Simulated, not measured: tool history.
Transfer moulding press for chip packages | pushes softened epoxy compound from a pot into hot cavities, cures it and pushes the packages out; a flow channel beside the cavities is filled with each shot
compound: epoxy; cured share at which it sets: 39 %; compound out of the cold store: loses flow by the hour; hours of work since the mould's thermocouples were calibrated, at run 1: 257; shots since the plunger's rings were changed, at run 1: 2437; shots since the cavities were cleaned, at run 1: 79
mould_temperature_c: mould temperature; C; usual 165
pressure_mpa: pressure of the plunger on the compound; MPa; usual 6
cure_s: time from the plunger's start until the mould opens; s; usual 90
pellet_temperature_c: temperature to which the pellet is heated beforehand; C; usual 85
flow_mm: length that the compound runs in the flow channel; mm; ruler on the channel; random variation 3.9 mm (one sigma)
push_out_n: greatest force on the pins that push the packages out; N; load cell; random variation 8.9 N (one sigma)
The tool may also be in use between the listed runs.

run	hour	mould_temperature_c	pressure_mpa	cure_s	pellet_temperature_c	hours of work since the mould's thermocouples were calibrated	shots since the plunger's rings were changed	shots since the cavities were cleaned	incoming compound's hours out of the cold store	flow_mm	push_out_n
1	0	165	6	90	85	257	2437	79	44.8	527	450
2	10.8	165	6	90	85	264	2578	220	38.8	536	534
3	20.4	165	6	90	85	270	2704	346	34.7	553	627
4	27	163	6	90	85	274	2791	433	46.1	524	686
5	32	163	6	90	85	277	2857	499	21.9	589	765
6	41.7	165	6	129	85	283	2984	626	14.4	600	534
7	46.8	165	6	129	85	287	3051	693	38.2	541	530
8	54.7	165	6	90	81	292	3154	796	17.9	601	781
9	61.2	165	6	90	81	296	3239	881	29.1	571	715
10	67.5	165	6	90	81	300	3322	964	45.7	517	713
# hour 77.3: cavities cleaned with cleaning compound and waxed
11	80.6	165	6	90	81	307	3475	43	10.1	621	502
12	92.6	165	6	90	85	315	3632	200	38.6	536	540
13	104	159	6	90	85	322	3782	350	43.4	539	847
14	115.9	159	6	90	85	329	3938	506	38.9	549	956
15	127	159	6	90	85	336	4082	650	37.5	549	1022
16	132.6	166	6	90	85	340	4156	724	41.4	528	657
17	139.5	166	6	90	85	344	4247	815	9.8	612	714
18	151.1	173	5.41	90	85	352	4399	967	38.9	494	573
# hour 160.7: cavities cleaned with cleaning compound and waxed
19	161.9	165	6	79	85	358	4521	16	33.8	544	568
20	170.6	163	6.54	79	81	363	4635	130	25	600	849
21	180	171	6.54	79	81	369	4758	253	18.9	601	562
22	189	159	4.89	90	89	375	4876	371	46.8	469	845
23	198.3	171	4.89	90	90	381	4998	493	47.9	450	538
24	204.8	160	5.78	79	95	385	5084	579	22.4	573	1256
25	215.4	161	5.6	127	79	392	5223	718	19.8	571	546
26	226.4	168	6	80	86	398	5367	862	40.7	514	760
27	234.7	169	4.84	108	77	404	5475	970	12.3	533	552
# hour 244.5: cavities cleaned with cleaning compound and waxed
28	246.3	165	6.99	72	85	410	5608	24	28.7	600	745
29	251.7	170	5.27	72	81	414	5679	95	28.6	510	607

Forecast each of these 4 alternatives for the next run:
A	260.8	165	4.59	90	85	419	5799	215	19.6	?	?
B	260.8	163	7.4	103	85	419	5799	215	39	?	?
C	260.8	165	6	90	90	419	5799	215	31.8	?	?
D	260.8	170	5.27	72	83	419	5799	215	20.9	?	?

run	flow_mm	push_out_n
A	499	578
B	585	472
C	542	522
D	529	692
Without the tool's hidden state the same runs would have given:
run	flow_mm	push_out_n
A	531	407
B	622	338
C	576	370
D	562	484
